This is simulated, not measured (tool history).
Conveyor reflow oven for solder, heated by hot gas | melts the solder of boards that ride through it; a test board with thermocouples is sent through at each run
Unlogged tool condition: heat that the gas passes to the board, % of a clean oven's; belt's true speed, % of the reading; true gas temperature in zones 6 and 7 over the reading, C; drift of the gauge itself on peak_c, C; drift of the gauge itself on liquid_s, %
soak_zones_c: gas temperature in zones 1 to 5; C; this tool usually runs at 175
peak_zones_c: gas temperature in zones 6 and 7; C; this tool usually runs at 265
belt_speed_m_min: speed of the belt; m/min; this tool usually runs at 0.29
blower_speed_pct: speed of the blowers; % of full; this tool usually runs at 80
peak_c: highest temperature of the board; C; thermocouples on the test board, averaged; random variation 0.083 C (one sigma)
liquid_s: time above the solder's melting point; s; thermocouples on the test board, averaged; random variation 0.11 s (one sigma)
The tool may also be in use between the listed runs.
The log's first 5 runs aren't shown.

run	hour	soak_zones_c	peak_zones_c	belt_speed_m_min	blower_speed_pct	hours of work since the flux was cleaned out	hours of work since the belt drive was overhauled	hours of work since the thermocouples were changed	peak_c	liquid_s
6	166	175	265	0.29	80	101	394	765	251.19	93.9
7	193.4	175	265	0.29	80	117	409	780	251.08	93.5
8	213.5	175	265	0.29	80	128	420	792	251.06	93.6
9	237.6	175	265	0.29	80	142	434	805	250.98	93.4
# hour 258: flux residue cleaned out of gas plates and filters
10	264.4	175	265	0.29	80	4	446	817	252.19	95.7
11	305.8	175	265	0.253	80	27	470	841	255.57	115.4
12	346.4	175	265	0.253	80	50	492	864	255.41	115
13	370.5	175	265	0.253	80	63	506	877	255.21	115.1
14	402.1	175	265	0.29	80	81	524	895	251.58	94.9
15	445.8	175	265	0.29	80	106	548	919	251.49	94.5
# hour 453.7: belt drive overhauled, speed set with a stopwatch
16	491.5	175	265	0.254	66	129	21	943	252.81	111.4
17	515.6	175	265	0.254	66	143	35	957	252.9	111.5
# hour 533.7: flux residue cleaned out of gas plates and filters
18	541.9	175	265	0.239	71	5	47	969	256.17	124.6
19	587.2	175	265	0.239	71	30	72	994	255.82	124.5

Run 20 is up next; what results do you expect?
20	630.4	175	265	0.295	80	54	97	1018	?	?

peak_c: 251.71 C
liquid_s: 94.2 s
With the hidden condition absent and the run-to-run variation left alone, this run would have shown peak_c 250.99 C, liquid_s 91 s.

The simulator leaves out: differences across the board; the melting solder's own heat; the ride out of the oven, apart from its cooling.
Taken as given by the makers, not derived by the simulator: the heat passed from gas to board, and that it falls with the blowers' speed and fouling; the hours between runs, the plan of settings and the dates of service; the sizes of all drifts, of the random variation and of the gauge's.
